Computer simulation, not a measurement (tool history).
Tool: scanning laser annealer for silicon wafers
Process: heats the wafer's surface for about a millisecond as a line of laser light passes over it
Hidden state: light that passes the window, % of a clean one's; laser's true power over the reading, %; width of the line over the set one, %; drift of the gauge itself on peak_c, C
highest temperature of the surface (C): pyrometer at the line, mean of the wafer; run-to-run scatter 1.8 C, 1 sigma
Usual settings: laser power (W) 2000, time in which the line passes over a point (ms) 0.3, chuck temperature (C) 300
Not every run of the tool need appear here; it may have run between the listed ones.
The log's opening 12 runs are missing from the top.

run,hour,laser power (W),time in which the line passes over a point (ms),chuck temperature (C),hours of work since the window was cleaned,hours of work since the power meter was calibrated,hours of work since the optics were aligned,highest temperature of the surface (C)
13,101.4,2000,0.342,294,323,248,965,1056
14,109.3,2000,0.342,294,329,254,971,1058
15,114.7,2000,0.3,300,333,258,976,1003
16,121.1,2000,0.3,273,338,263,981,981
17,128.7,2000,0.324,300,344,269,987,1038
18,135.3,2000,0.324,300,350,274,992,1038
# hour 142.3: window over the wafer cleaned
19,145.4,2000,0.324,300,2,281,998,1062
20,156.3,2000,0.324,300,11,289,1007,1067
21,165.4,2132,0.3,321,18,296,1014,1102
22,171.4,1877,0.322,270,23,301,1019,983

Run 23 comes next. What will it give?
23,179.8,1877,0.322,270,29,308,1025,?

highest temperature of the surface (C): 980
Had the tool carried no hidden state, the very same run would have given highest temperature of the surface (C) 991.
